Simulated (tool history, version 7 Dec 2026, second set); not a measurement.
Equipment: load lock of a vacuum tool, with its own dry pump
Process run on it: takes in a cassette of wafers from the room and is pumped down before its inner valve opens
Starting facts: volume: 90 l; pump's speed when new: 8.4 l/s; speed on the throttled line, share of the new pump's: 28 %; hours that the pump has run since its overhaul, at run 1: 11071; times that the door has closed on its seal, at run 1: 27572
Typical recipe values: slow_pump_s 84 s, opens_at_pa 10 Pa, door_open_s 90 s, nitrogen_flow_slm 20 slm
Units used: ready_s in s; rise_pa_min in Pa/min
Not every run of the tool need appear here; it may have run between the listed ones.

run	day	slow_pump_s	opens_at_pa	door_open_s	nitrogen_flow_slm	hours that the pump has run since its overhaul	times that the door has closed on its seal	incoming humidity of the room's air, %	ready_s	rise_pa_min
1	0	84	10	90	20	11071	27572	45.9	181.7	0.113
2	5.175	84	10	90	20	11196	28112	45.1	180.7	0.118
3	11.338	136	10	90	20	11343	28755	44.9	211.6	0.119
# day 12.979: dry pump taken out, an overhauled one fitted
4	14.958	136	10	90	20	47	29106	43.3	199.5	0.118
5	21.867	55	10	90	20	213	29826	44.3	140.3	0.127
6	27.346	55	10	90	20	345	30397	43.5	140.2	0.125
7	34.508	84	10	44	20	517	31144	45.9	163.1	0.106
8	39.558	84	10	90	30	638	31671	41.6	162.7	0.12
9	43.008	84	9	90	20	721	32031	44.6	163.9	0.132
10	46.921	84	9	90	20	815	32439	45.6	164.9	0.132
11	51.358	84	9	90	20	921	32901	44.1	163.9	0.135
12	55.488	84	10	90	7	1020	33331	44.4	164.3	0.147
13	60.942	84	10	90	7	1151	33900	44.9	162.6	0.15
14	67.025	84	10	90	7	1297	34535	42.1	162.8	0.152
15	71.217	84	10	90	20	1398	34972	46.3	163.4	0.148
16	76.362	84	10	90	20	1521	35508	44.1	162.5	0.145
17	83.058	84	10	90	20	1682	36206	43.1	163.6	0.153
18	86.404	62	10	90	10	1762	36555	46.7	147.5	0.166
19	92.104	62	10	90	10	1899	37149	47.1	148.8	0.161
20	96.008	62	10	90	10	1993	37557	46.9	149.1	0.163
21	103.062	62	10	90	10	2162	38292	45.4	150.1	0.165
22	107.329	84	10	43	14	2264	38736	45.8	163.9	0.146
23	112.083	84	10	53	6	2378	39232	49.1	165.1	0.162
24	117.075	84	10	53	6	2498	39753	43.4	166.2	0.16
25	123.942	84	15	90	12	2663	40469	44.7	161	0.178
26	130.062	115	15	149	7	2810	41107	44.5	181.9	0.208
27	134.212	115	10	149	17	2910	41539	46.2	188	0.202
28	139.133	115	10	92	17	3028	42052	45.8	187	0.18
29	145.825	149	10	44	20	3188	42750	45.7	210.8	0.161
30	152.067	149	8	44	37	3338	43401	43.2	214.1	0.155
31	158.317	84	14	82	20	3488	44053	46.4	161.1	0.187
32	161.692	118	10	156	41	3569	44405	45.4	189.6	0.189

Branching from run 32: 3 alternative next runs. What would each branch give?
A	167.417	116	10	90	7	3706	45001	46.2	?	?
B	167.417	71	13	191	41	3706	45001	48.1	?	?
C	167.417	73	11	98	41	3706	45001	43	?	?

run	ready_s	rise_pa_min
A	190.8	0.2
B	153.9	0.202
C	156.9	0.17
With the hidden condition removed and each run's random variation left untouched, the same runs would have given:
run	ready_s	rise_pa_min
A	185.5	0.063
B	148	0.065
C	150.8	0.034

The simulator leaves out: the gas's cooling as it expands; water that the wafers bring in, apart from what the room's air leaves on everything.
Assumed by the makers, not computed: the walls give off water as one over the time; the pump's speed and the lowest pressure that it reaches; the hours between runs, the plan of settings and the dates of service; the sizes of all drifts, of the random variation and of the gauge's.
